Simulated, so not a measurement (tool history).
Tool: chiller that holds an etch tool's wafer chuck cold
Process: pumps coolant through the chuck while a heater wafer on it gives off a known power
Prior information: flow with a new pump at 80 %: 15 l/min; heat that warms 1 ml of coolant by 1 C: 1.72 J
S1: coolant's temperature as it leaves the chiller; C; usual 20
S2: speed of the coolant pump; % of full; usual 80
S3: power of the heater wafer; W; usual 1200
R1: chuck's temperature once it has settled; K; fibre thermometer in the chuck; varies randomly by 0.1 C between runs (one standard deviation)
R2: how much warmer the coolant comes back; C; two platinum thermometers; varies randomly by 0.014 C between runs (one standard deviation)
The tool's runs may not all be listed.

Run 1, hour 0: usual settings. Result: R1 300.85 K, R2 2.81 C.
Run 2, hour 97.5: usual settings but S2 90 % of full. Result: R1 300.05 K, R2 2.46 C.
Run 3, hour 190.8: usual settings but S2 90 % of full. Result: R1 300.25 K, R2 2.44 C.
Run 4, hour 304.9: usual settings but S2 90 % of full. Result: R1 300.25 K, R2 2.42 C.
Run 5, hour 382.9: usual settings but S2 90 % of full. Result: R1 300.35 K, R2 2.41 C.
Run 6, hour 433.5: usual settings. Result: R1 300.95 K, R2 2.77 C.
Run 7, hour 486.9: usual settings. Result: R1 300.75 K, R2 2.72 C.
Run 8, hour 548.3: usual settings. Result: R1 300.75 K, R2 2.75 C.
Run 9, hour 645.6: usual settings. Result: R1 300.95 K, R2 2.75 C.
Run 10, hour 708.3: usual settings but S1 12 C, S2 71 % of full, S3 1528 W. Result: R1 295.65 K, R2 4 C.
Run 11, hour 760.7: usual settings but S1 19 C, S2 96 % of full, S3 695 W. Result: R1 296.25 K, R2 1.25 C.
Run 12, hour 868.4: usual settings but S1 19 C, S2 95 % of full. Result: R1 299.05 K, R2 2.21 C.
Run 13, hour 950.8: usual settings but S1 19 C, S2 95 % of full. Result: R1 298.85 K, R2 2.23 C.

4 ways to go on from here, each from the tool as it stands after run 13. What would each give?
Run A, hour 1018.7: usual settings but S1 19 C, S2 96 % of full. Result: R1 ?, R2 ?.
Run B, hour 1018.7: usual settings but S1 29 C, S2 94 % of full, S3 1337 W. Result: R1 ?, R2 ?.
Run C, hour 1018.7: usual settings but S1 19 C, S2 76 % of full, S3 1641 W. Result: R1 ?, R2 ?.
Run D, hour 1018.7: usual settings but S1 16 C, S2 87 % of full. Result: R1 ?, R2 ?.

run      R1    R2
  A  298.95  2.18
  B  309.75  2.54
  C  303.15  3.97
  D  296.45  2.46
Had the tool no hidden state, the same runs would have come out as:
run      R1    R2
  A  298.95  2.28
  B  309.65  2.64
  C  303.05  4.07
  D  296.45  2.56
